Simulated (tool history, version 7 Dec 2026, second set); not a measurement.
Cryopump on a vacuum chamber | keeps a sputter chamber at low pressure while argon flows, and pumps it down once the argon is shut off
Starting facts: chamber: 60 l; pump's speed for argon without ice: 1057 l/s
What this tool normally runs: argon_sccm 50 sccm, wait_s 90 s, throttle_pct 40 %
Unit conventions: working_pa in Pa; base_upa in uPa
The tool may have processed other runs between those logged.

run	hour	argon_sccm	wait_s	throttle_pct	working_pa	base_upa
1	0	50	90	40	0.2029	1.91
2	12	50	90	40	0.2014	1.92
3	22.9	50	90	40	0.2015	1.95
4	34.2	50	90	32	0.2527	1.97
5	41.6	50	90	32	0.2529	1.96
6	53.2	50	90	40	0.2029	1.97
7	66.9	50	22	40	0.2027	4.79
8	75.8	45	22	21	0.3474	4.94
9	84.8	62	213	20	0.5009	1.5
10	99.2	62	213	20	0.4995	1.48
11	111.8	62	213	20	0.5011	1.56
12	125.1	73	31	41	0.2889	3.86
13	136.2	50	114	36	0.2262	1.87
14	143.4	50	114	36	0.2275	1.95

Alternative continuations, all from the tool just after run 14; predict every row:
A	150.5	82	114	36	?	?
B	150.5	50	204	59	?	?
C	150.5	57	103	54	?	?

run	working_pa	base_upa
A	0.3698	1.94
B	0.1417	1.59
C	0.1739	2.03
Without the tool's unlogged condition, the same runs would have read:
run	working_pa	base_upa
A	0.361	1.01
B	0.1362	0.66
C	0.1678	1.09
